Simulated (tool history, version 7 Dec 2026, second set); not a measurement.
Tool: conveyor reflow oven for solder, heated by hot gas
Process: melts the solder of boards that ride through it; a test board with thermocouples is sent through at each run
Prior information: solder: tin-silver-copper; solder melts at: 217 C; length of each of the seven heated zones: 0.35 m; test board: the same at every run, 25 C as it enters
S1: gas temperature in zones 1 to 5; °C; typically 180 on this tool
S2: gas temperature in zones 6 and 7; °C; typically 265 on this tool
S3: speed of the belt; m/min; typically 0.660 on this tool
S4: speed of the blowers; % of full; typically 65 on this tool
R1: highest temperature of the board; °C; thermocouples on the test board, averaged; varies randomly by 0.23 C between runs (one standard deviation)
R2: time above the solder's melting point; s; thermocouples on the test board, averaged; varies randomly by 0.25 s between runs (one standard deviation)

Run 1, hour 0.0: usual settings. Result: R1 247.0 °C, R2 46.5 s.
Run 2, hour 32.5: usual settings but S4 61 % of full. Result: R1 245.5 °C, R2 44.7 s.
At hour 74.7: flux residue cleaned out of gas plates and filters.
Run 3, hour 97.8: usual settings but S4 61 % of full. Result: R1 247.1 °C, R2 46.7 s.
Run 4, hour 158.5: usual settings but S3 0.641 m/min. Result: R1 249.6 °C, R2 49.6 s.
Run 5, hour 212.3: usual settings but S1 188 °C, S3 0.641 m/min. Result: R1 250.7 °C, R2 53.9 s.
Run 6, hour 268.0: usual settings but S4 85 % of full. Result: R1 253.7 °C, R2 52.0 s.
At hour 282.0: belt drive overhauled, speed set with a stopwatch.
Run 7, hour 345.0: usual settings but S4 85 % of full. Result: R1 252.4 °C, R2 50.3 s.
Run 8, hour 419.5: usual settings but S3 0.789 m/min. Result: R1 241.0 °C, R2 32.1 s.
Run 9, hour 479.9: usual settings. Result: R1 247.7 °C, R2 45.5 s.
Run 10, hour 517.5: usual settings. Result: R1 247.5 °C, R2 45.6 s.
Run 11, hour 548.4: usual settings. Result: R1 247.2 °C, R2 45.4 s.
Run 12, hour 613.9: usual settings but S1 191 °C, S2 256 °C, S3 0.748 m/min, S4 61 % of full. Result: R1 237.2 °C, R2 34.8 s.
Run 13, hour 680.6: usual settings but S1 184 °C, S3 0.604 m/min, S4 63 % of full. Result: R1 250.2 °C, R2 53.7 s.
At hour 742.8: flux residue cleaned out of gas plates and filters.
Run 14, hour 755.1: usual settings but S1 184 °C, S3 0.604 m/min, S4 63 % of full. Result: R1 251.7 °C, R2 54.7 s.
Run 15, hour 818.2: usual settings but S1 184 °C, S3 0.604 m/min, S4 63 % of full. Result: R1 251.6 °C, R2 54.9 s.
At hour 833.8: thermocouples of zones 6 and 7 changed.
Run 16, hour 879.8: usual settings but S1 178 °C, S2 260 °C, S3 0.604 m/min, S4 84 % of full. Result: R1 249.6 °C, R2 53.5 s.
Run 17, hour 929.0: usual settings but S1 192 °C, S2 259 °C, S3 0.724 m/min. Result: R1 242.4 °C, R2 41.5 s.
Run 18, hour 968.8: usual settings but S2 259 °C, S3 0.724 m/min, S4 51 % of full. Result: R1 233.5 °C, R2 27.3 s.
Run 19, hour 1016.5: usual settings but S2 261 °C, S3 0.663 m/min. Result: R1 244.0 °C, R2 42.6 s.

Hidden state or all else? Some run-to-run changes of R1, split into what the settings, what came in and random variation would give without the hidden state, and what is left for the hidden state (with any gauge scatter that isn't in both results):
The tool's hidden condition here consists of: heat that the gas passes to the board, % of a clean oven's; belt's true speed, % of the reading; true gas temperature in zones 6 and 7 over the reading, C; drift of the gauge itself on peak_c, C; drift of the gauge itself on liquid_s, %.
Run 2 -> 3: flux residue cleaned out of gas plates and filters. R1 +1.6 °C: hidden state +1.6, all else +0.0.
Run 12 -> 13: S1 191 -> 184, S2 256 -> 265, S3 0.748 -> 0.604, S4 61 -> 63. R1 +13.0 °C: hidden state +0.1, all else +12.9.

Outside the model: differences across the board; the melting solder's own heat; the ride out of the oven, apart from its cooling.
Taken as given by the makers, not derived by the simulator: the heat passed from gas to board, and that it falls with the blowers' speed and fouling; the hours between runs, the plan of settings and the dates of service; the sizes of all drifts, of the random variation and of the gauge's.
